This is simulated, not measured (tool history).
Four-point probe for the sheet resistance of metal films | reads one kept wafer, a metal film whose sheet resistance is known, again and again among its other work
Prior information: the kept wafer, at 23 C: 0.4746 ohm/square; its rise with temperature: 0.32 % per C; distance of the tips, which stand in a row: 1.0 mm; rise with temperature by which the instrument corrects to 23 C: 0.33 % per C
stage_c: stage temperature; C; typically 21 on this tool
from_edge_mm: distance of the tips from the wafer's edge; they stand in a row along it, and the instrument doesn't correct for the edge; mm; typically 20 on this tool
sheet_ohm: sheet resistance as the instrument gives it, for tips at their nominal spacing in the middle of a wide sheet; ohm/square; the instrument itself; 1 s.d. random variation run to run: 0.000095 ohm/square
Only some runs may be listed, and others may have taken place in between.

run   hour  stage_c  from_edge_mm  sheet_ohm
  1    0.0       21            20   0.478973
  2   41.9       21            20   0.478993
  3   93.5       21            20   0.479028
  4  122.9       21            20   0.479161
  5  177.0       21            20   0.479127
  6  211.1       21            20   0.479165
  7  268.5       21            45   0.478683
  8  301.3       21            45   0.478702
     307.0  -- stage's thermometer calibrated
  9  342.4       29            20   0.478618
 10  386.6       29            20   0.478605
 11  427.9       22             5   0.488463
 12  469.9       22            20   0.479038
 13  501.1       33            10   0.480509
 14  563.4       33            10   0.480621
 15  601.4       21            72   0.478580
     616.2  -- stage's thermometer calibrated, once more
 16  645.6       31            14   0.479961
 17  683.9       21            20   0.479635
 18  723.8       28            20   0.479475
 19  759.5       19            41   0.479417
 20  802.6       22            69   0.479281

Alternative continuations, all from the tool just after run 20; predict every row:
  A  861.1       27            33          ?
  B  861.1       21            46          ?
  C  861.1       19            49          ?
  D  861.1       27             4          ?
  E  861.1       21            48          ?

run  sheet_ohm
  A   0.479174
  B   0.479263
  C   0.479609
  D   0.494437
  E   0.479307
With no hidden state in the tool, these same runs would have given:
run  sheet_ohm
  A   0.474634
  B   0.474724
  C   0.475067
  D   0.489765
  E   0.474767
